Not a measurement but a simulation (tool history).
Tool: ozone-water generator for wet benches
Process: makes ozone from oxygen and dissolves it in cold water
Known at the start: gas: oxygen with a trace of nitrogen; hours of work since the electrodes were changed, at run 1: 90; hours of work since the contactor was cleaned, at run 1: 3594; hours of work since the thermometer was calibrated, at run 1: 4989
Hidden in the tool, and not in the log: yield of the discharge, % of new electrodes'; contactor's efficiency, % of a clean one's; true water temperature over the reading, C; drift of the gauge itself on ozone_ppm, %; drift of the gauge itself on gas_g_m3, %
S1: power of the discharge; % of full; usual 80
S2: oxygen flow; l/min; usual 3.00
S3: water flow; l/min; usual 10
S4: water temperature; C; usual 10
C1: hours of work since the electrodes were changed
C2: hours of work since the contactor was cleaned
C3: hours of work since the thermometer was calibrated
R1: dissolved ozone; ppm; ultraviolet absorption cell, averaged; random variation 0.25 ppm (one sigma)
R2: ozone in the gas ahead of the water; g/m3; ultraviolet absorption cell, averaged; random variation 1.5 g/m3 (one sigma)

Run 1, hour 0.0: usual settings; C1 90; C2 3594; C3 4989. Result: R1 35.7 ppm, R2 271.8 g/m3.
Run 2, hour 63.5: usual settings; C1 150; C2 3654; C3 5049. Result: R1 35.9 ppm, R2 272.1 g/m3.
Run 3, hour 138.8: usual settings but S2 3.61 l/min; C1 222; C2 3726; C3 5121. Result: R1 36.8 ppm, R2 253.2 g/m3.
Run 4, hour 178.3: usual settings but S2 3.61 l/min; C1 259; C2 3763; C3 5158. Result: R1 36.2 ppm, R2 250.5 g/m3.
Run 5, hour 238.9: usual settings but S2 3.61 l/min; C1 317; C2 3821; C3 5216. Result: R1 36.2 ppm, R2 250.4 g/m3.
Run 6, hour 289.8: usual settings but S2 4.81 l/min; C1 365; C2 3869; C3 5264. Result: R1 36.9 ppm, R2 222.4 g/m3.
Run 7, hour 344.4: usual settings but S2 4.81 l/min; C1 417; C2 3921; C3 5316. Result: R1 36.5 ppm, R2 221.5 g/m3.
Run 8, hour 422.2: usual settings but S2 4.81 l/min; C1 491; C2 3995; C3 5390. Result: R1 36.7 ppm, R2 219.8 g/m3.
Run 9, hour 456.3: usual settings but S2 4.28 l/min; C1 523; C2 4027; C3 5422. Result: R1 36.6 ppm, R2 231.5 g/m3.
At hour 470.1: water thermometer calibrated.
Run 10, hour 498.2: usual settings but S2 4.28 l/min; C1 562; C2 4066; C3 27. Result: R1 36.7 ppm, R2 229.1 g/m3.
Run 11, hour 556.6: usual settings but S4 6 C; C1 618; C2 4122; C3 82. Result: R1 37.0 ppm, R2 269.9 g/m3.
Run 12, hour 599.1: usual settings but S4 8 C; C1 658; C2 4162; C3 122. Result: R1 36.1 ppm, R2 270.1 g/m3.
Run 13, hour 675.8: usual settings but S4 8 C; C1 731; C2 4235; C3 195. Result: R1 36.2 ppm, R2 266.1 g/m3.
Run 14, hour 728.1: usual settings but S4 8 C; C1 780; C2 4285; C3 245. Result: R1 35.5 ppm, R2 267.7 g/m3.
Run 15, hour 790.8: usual settings but S4 8 C; C1 840; C2 4344; C3 304. Result: R1 35.8 ppm, R2 267.0 g/m3.
Run 16, hour 861.5: usual settings but S4 8 C; C1 907; C2 4411; C3 371. Result: R1 35.6 ppm, R2 269.9 g/m3.
Run 17, hour 928.3: usual settings but S2 2.63 l/min, S3 8 l/min, S4 11 C; C1 970; C2 4475; C3 435. Result: R1 39.6 ppm, R2 284.0 g/m3.
Run 18, hour 994.2: usual settings but S1 63 % of full, S2 3.70 l/min, S3 8 l/min, S4 11 C; C1 1033; C2 4537; C3 497. Result: R1 34.6 ppm, R2 208.7 g/m3.
Run 19, hour 1040.6: usual settings but S1 63 % of full, S2 3.70 l/min, S3 8 l/min, S4 11 C; C1 1077; C2 4581; C3 542. Result: R1 34.5 ppm, R2 206.1 g/m3.
Run 20, hour 1112.4: usual settings but S1 63 % of full, S2 3.70 l/min, S3 14 l/min, S4 11 C; C1 1145; C2 4649; C3 610. Result: R1 23.5 ppm, R2 208.4 g/m3.
Run 21, hour 1191.1: usual settings but S1 58 % of full, S2 3.70 l/min, S3 7 l/min, S4 13 C; C1 1220; C2 4724; C3 684. Result: R1 34.3 ppm, R2 197.5 g/m3.
Run 22, hour 1225.1: usual settings but S1 58 % of full, S2 3.70 l/min, S3 7 l/min, S4 13 C; C1 1252; C2 4756; C3 717. Result: R1 34.2 ppm, R2 198.5 g/m3.
Run 23, hour 1276.2: usual settings but S1 58 % of full, S2 3.70 l/min, S3 7 l/min, S4 13 C; C1 1301; C2 4805; C3 765. Result: R1 34.1 ppm, R2 198.3 g/m3.
Run 24, hour 1355.0: usual settings but S1 48 % of full, S2 4.14 l/min; C1 1376; C2 4880; C3 840. Result: R1 26.0 ppm, R2 164.8 g/m3.
Run 25, hour 1423.9: usual settings but S1 69 % of full, S4 6 C; C1 1441; C2 4945; C3 905. Result: R1 33.0 ppm, R2 240.4 g/m3.
Run 26, hour 1460.2: usual settings but S1 69 % of full, S4 6 C; C1 1475; C2 4979; C3 940. Result: R1 32.6 ppm, R2 241.5 g/m3.
Run 27, hour 1539.5: usual settings but S1 70 % of full, S2 2.35 l/min, S4 6 C; C1 1551; C2 5055; C3 1015. Result: R1 31.3 ppm, R2 268.4 g/m3.
Run 28, hour 1572.0: usual settings but S1 70 % of full, S2 2.35 l/min, S4 6 C; C1 1581; C2 5086; C3 1046. Result: R1 31.5 ppm, R2 268.9 g/m3.
Run 29, hour 1625.7: usual settings but S1 95 % of full, S4 16 C; C1 1632; C2 5137; C3 1097. Result: R1 34.7 ppm, R2 291.3 g/m3.
Run 30, hour 1666.4: usual settings but S2 3.96 l/min, S4 8 C; C1 1671; C2 5175; C3 1135. Result: R1 36.1 ppm, R2 231.5 g/m3.
Run 31, hour 1708.4: usual settings but S1 67 % of full, S2 1.94 l/min, S3 6 l/min, S4 8 C; C1 1711; C2 5215; C3 1175. Result: R1 42.6 ppm, R2 285.6 g/m3.
Run 32, hour 1784.0: usual settings but S1 67 % of full, S2 1.94 l/min, S3 13 l/min, S4 8 C; C1 1783; C2 5287; C3 1247. Result: R1 22.4 ppm, R2 278.4 g/m3.

The same runs without the tool's hidden state, with the same run-to-run variation:
run    R1     R2
  1  37.2  273.9
  2  37.5  274.6
  3  38.5  256.0
  4  38.0  253.5
  5  38.0  253.8
  6  38.9  225.7
  7  38.5  225.2
  8  38.8  223.8
  9  38.7  235.9
 10  38.8  233.7
 11  39.2  275.7
 12  38.3  276.2
 13  38.5  272.7
 14  37.8  274.6
 15  38.2  274.4
 16  38.1  277.8
 17  42.3  292.8
 18  36.9  214.5
 19  36.9  212.1
 20  25.4  214.9
 21  36.7  203.5
 22  36.6  204.7
 23  36.5  204.7
 24  27.9  169.6
 25  35.9  250.0
 26  35.4  251.5
 27  34.1  280.2
 28  34.4  280.8
 29  38.3  307.4
 30  39.7  243.3
 31  46.2  298.8
 32  24.6  291.9

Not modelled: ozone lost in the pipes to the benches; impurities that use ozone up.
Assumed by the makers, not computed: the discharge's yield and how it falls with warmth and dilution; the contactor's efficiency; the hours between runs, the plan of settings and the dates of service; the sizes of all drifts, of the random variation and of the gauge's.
